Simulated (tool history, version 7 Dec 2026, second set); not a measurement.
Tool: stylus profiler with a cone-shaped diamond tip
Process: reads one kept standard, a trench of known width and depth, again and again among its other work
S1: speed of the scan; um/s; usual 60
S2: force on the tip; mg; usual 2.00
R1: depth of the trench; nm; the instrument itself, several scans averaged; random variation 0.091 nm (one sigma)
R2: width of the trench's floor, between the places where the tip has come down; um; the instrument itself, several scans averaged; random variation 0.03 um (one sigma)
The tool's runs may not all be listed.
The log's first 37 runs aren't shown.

run,day,S1,S2,R1,R2
38,169.475,220,4.04,504.76,46.28
39,172.983,43,4.04,504.67,46.71
40,177.642,38,2.00,502.51,46.57
41,181.571,123,0.67,500.84,45.96
42,187.017,123,0.67,500.92,45.89
43,192.617,123,0.67,500.64,45.91
44,196.117,123,0.67,500.69,45.79
45,198.754,60,2.99,503.06,46.42
46,201.679,60,2.99,503.10,46.44

Forecast each of these 4 alternatives for the next run:
A,207.112,74,2.99,?,?
B,207.112,60,0.82,?,?
C,207.112,169,2.47,?,?
D,207.112,122,4.08,?,?

run,R1,R2
A,502.96,46.25
B,500.63,46.17
C,502.48,46.01
D,503.95,46.21
Without the tool's hidden state the same runs would have given:
run,R1,R2
A,504.12,46.74
B,501.79,46.66
C,503.64,46.50
D,505.12,46.70
